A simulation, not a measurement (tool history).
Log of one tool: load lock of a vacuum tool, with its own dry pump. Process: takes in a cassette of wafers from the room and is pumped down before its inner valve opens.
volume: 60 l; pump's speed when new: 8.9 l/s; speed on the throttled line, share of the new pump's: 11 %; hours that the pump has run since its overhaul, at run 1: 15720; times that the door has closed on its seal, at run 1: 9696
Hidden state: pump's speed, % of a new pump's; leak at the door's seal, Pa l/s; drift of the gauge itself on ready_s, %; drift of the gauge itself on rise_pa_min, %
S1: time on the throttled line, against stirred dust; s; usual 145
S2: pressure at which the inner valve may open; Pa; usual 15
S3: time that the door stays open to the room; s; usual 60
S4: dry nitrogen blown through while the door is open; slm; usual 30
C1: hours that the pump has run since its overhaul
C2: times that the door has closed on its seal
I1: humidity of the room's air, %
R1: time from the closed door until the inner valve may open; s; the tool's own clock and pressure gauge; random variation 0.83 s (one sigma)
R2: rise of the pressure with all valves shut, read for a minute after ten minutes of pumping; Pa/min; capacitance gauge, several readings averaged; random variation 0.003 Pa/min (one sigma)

run 1 hour=0.0 | S1=145 S2=15 S3=60 S4=30 | C1=15720 C2=9696 | I1=45.3 | R1=189.0 R2=0.019
run 2 hour=176.5 | S1=145 S2=15 S3=60 S4=30 | C1=15896 C2=10026 | I1=43.3 | R1=189.3 R2=0.022
run 3 hour=361.3 | S1=145 S2=15 S3=60 S4=30 | C1=16081 C2=10371 | I1=46.4 | R1=189.7 R2=0.020
run 4 hour=458.0 | S1=145 S2=15 S3=60 S4=30 | C1=16178 C2=10551 | I1=47.8 | R1=189.2 R2=0.024
run 5 hour=667.6 | S1=145 S2=15 S3=60 S4=30 | C1=16388 C2=10943 | I1=41.6 | R1=189.0 R2=0.023
run 6 hour=795.2 | S1=145 S2=15 S3=60 S4=30 | C1=16515 C2=11181 | I1=43.4 | R1=188.4 R2=0.018
run 7 hour=921.8 | S1=145 S2=15 S3=60 S4=30 | C1=16642 C2=11417 | I1=44.6 | R1=185.7 R2=0.019
run 8 hour=1053.7 | S1=145 S2=15 S3=60 S4=30 | C1=16774 C2=11663 | I1=47.1 | R1=189.7 R2=0.025
run 9 hour=1214.3 | S1=145 S2=15 S3=60 S4=30 | C1=16934 C2=11963 | I1=42.6 | R1=188.9 R2=0.023
run 10 hour=1310.4 | S1=145 S2=15 S3=60 S4=30 | C1=17030 C2=12143 | I1=43.2 | R1=189.5 R2=0.022
run 11 hour=1433.5 | S1=145 S2=15 S3=60 S4=30 | C1=17153 C2=12373 | I1=46.9 | R1=189.6 R2=0.011
run 12 hour=1545.6 | S1=145 S2=15 S3=60 S4=30 | C1=17266 C2=12582 | I1=42.9 | R1=189.4 R2=0.014
run 13 hour=1750.8 | S1=145 S2=15 S3=60 S4=30 | C1=17471 C2=12965 | I1=44.2 | R1=186.8 R2=0.021
run 14 hour=1885.5 | S1=145 S2=15 S3=60 S4=30 | C1=17605 C2=13217 | I1=44.9 | R1=187.5 R2=0.022
run 15 hour=2070.6 | S1=145 S2=15 S3=60 S4=30 | C1=17791 C2=13562 | I1=42.7 | R1=188.8 R2=0.023
run 16 hour=2171.5 | S1=145 S2=15 S3=60 S4=30 | C1=17891 C2=13751 | I1=46.8 | R1=188.8 R2=0.021
run 17 hour=2355.0 | S1=145 S2=15 S3=60 S4=30 | C1=18075 C2=14093 | I1=43.0 | R1=188.6 R2=0.020
run 18 hour=2519.1 | S1=145 S2=15 S3=61 S4=30 | C1=18239 C2=14400 | I1=41.0 | R1=188.4 R2=0.025
run 19 hour=2731.5 | S1=145 S2=15 S3=61 S4=16 | C1=18451 C2=14796 | I1=44.3 | R1=188.4 R2=0.031
run 20 hour=2872.0 | S1=145 S2=24 S3=46 S4=30 | C1=18592 C2=15059 | I1=48.0 | R1=184.5 R2=0.015
run 21 hour=3024.3 | S1=145 S2=24 S3=46 S4=30 | C1=18744 C2=15343 | I1=48.3 | R1=185.5 R2=0.019
run 22 hour=3189.6 | S1=145 S2=24 S3=46 S4=30 | C1=18910 C2=15652 | I1=47.7 | R1=185.5 R2=0.017
run 23 hour=3297.1 | S1=145 S2=29 S3=138 S4=11 | C1=19017 C2=15852 | I1=47.5 | R1=184.0 R2=0.057
run 24 hour=3428.0 | S1=145 S2=23 S3=138 S4=7 | C1=19148 C2=16097 | I1=49.2 | R1=185.5 R2=0.077
run 25 hour=3559.4 | S1=253 S2=15 S3=174 S4=14 | C1=19279 C2=16342 | I1=43.2 | R1=284.7 R2=0.050
run 26 hour=3701.4 | S1=253 S2=15 S3=177 S4=14 | C1=19421 C2=16607 | I1=44.4 | R1=282.0 R2=0.055
run 27 hour=3846.4 | S1=145 S2=15 S3=60 S4=22 | C1=19566 C2=16878 | I1=46.1 | R1=188.5 R2=0.023
run 28 hour=4010.1 | S1=102 S2=30 S3=145 S4=36 | C1=19730 C2=17184 | I1=42.9 | R1=146.9 R2=0.028
run 29 hour=4135.6 | S1=102 S2=30 S3=145 S4=5 | C1=19856 C2=17418 | I1=45.5 | R1=145.5 R2=0.072
run 30 hour=4285.9 | S1=102 S2=30 S3=145 S4=5 | C1=20006 C2=17699 | I1=45.9 | R1=146.2 R2=0.077
run 31 hour=4449.4 | S1=160 S2=11 S3=49 S4=22 | C1=20169 C2=18004 | I1=42.0 | R1=203.4 R2=0.020
run 32 hour=4562.7 | S1=254 S2=15 S3=32 S4=30 | C1=20283 C2=18216 | I1=46.7 | R1=286.3 R2=0.019

Forecast run 33:
run 33 hour=4716.4 | S1=254 S2=15 S3=32 S4=30 | C1=20436 C2=18502 | I1=46.1 | R1=? R2=?

R1: 285.6 s
R2: 0.015 Pa/min
Without the tool's hidden state the same run would have given R1 285.6 s, R2 0.015 Pa/min.

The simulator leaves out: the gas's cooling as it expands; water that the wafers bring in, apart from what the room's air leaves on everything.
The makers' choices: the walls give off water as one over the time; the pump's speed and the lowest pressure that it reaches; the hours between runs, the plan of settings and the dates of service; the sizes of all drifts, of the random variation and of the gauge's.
